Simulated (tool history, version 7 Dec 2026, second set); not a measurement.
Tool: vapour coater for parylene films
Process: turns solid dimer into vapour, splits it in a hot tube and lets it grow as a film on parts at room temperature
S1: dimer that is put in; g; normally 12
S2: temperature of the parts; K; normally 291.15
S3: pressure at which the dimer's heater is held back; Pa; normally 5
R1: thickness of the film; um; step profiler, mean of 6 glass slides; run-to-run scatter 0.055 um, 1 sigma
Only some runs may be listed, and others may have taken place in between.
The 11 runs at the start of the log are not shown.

Run 12, hour 534.7: usual settings. Result: R1 5.87 um.
Run 13, hour 565.2: usual settings. Result: R1 5.84 um.
Run 14, hour 624.8: usual settings. Result: R1 5.64 um.
At hour 671.9: trap's valve overhauled.
Run 15, hour 687.6: usual settings but S3 3.29 Pa. Result: R1 6.63 um.
Run 16, hour 747.6: usual settings but S3 3.29 Pa. Result: R1 6.51 um.
Run 17, hour 777.1: usual settings but S1 15 g. Result: R1 7.69 um.
Run 18, hour 818.6: usual settings but S1 15 g. Result: R1 7.42 um.
Run 19, hour 870.7: usual settings but S1 10 g, S2 288.15 K, S3 5.96 Pa. Result: R1 5.32 um.
Run 20, hour 917.5: usual settings but S1 10 g, S2 288.15 K, S3 5.96 Pa. Result: R1 5.23 um.
At hour 951: trap's valve overhauled.
Run 21, hour 956.6: usual settings but S1 10 g, S2 288.15 K, S3 5.96 Pa. Result: R1 5.91 um.
Run 22, hour 992.3: usual settings but S3 9.2 Pa. Result: R1 5.91 um.
Run 23, hour 1027.8: usual settings but S1 13 g, S3 9.2 Pa. Result: R1 6.23 um.
Run 24, hour 1080: usual settings but S1 13 g, S3 9.2 Pa. Result: R1 6.13 um.
Run 25, hour 1138.3: usual settings but S2 290.15 K, S3 11.29 Pa. Result: R1 5.56 um.
Run 26, hour 1201.1: usual settings but S1 10 g, S2 297.15 K. Result: R1 3.55 um.
At hour 1228.9: trap's valve overhauled.
Run 27, hour 1259.8: usual settings but S1 10 g, S2 297.15 K, S3 5.37 Pa. Result: R1 4.05 um.
Run 28, hour 1323.1: usual settings but S1 10 g, S2 297.15 K, S3 5.37 Pa. Result: R1 4.04 um.
Run 29, hour 1378.8: usual settings but S3 4.94 Pa. Result: R1 6.11 um.
Run 30, hour 1411.6: usual settings but S1 14 g, S2 293.15 K, S3 2.61 Pa. Result: R1 6.82 um.
Run 31, hour 1446.6: usual settings but S1 19 g, S2 293.15 K, S3 8.97 Pa. Result: R1 7.8 um.
At hour 1455.3: table's thermometer calibrated.
Run 32, hour 1482.3: usual settings but S2 299.15 K, S3 9.89 Pa. Result: R1 3.56 um.
At hour 1508.5: trap's valve overhauled.
Run 33, hour 1532: usual settings but S2 299.15 K, S3 9.89 Pa. Result: R1 4.06 um.
Run 34, hour 1592.1: usual settings but S2 299.15 K, S3 9.89 Pa. Result: R1 3.93 um.
Run 35, hour 1647.1: usual settings but S1 5 g, S2 296.15 K, S3 6.07 Pa. Result: R1 1.92 um.

4 options for the next run, each taken on its own from the tool as it stands now. Forecast them:
Run A, hour 1680.1: usual settings but S1 5 g, S2 295.15 K, S3 3.42 Pa. Result: R1 ?.
Run B, hour 1680.1: usual settings but S1 14 g, S2 301.15 K, S3 3.86 Pa. Result: R1 ?.
Run C, hour 1680.1: usual settings but S2 302.15 K. Result: R1 ?.
Run D, hour 1680.1: usual settings but S1 17 g, S2 300.15 K, S3 10.97 Pa. Result: R1 ?.

run    R1
  A  2.14
  B   4.5
  C   3.6
  D  5.02
What these runs would have given with no unlogged condition in the tool:
run    R1
  A  2.35
  B  4.96
  C  3.96
  D  5.53
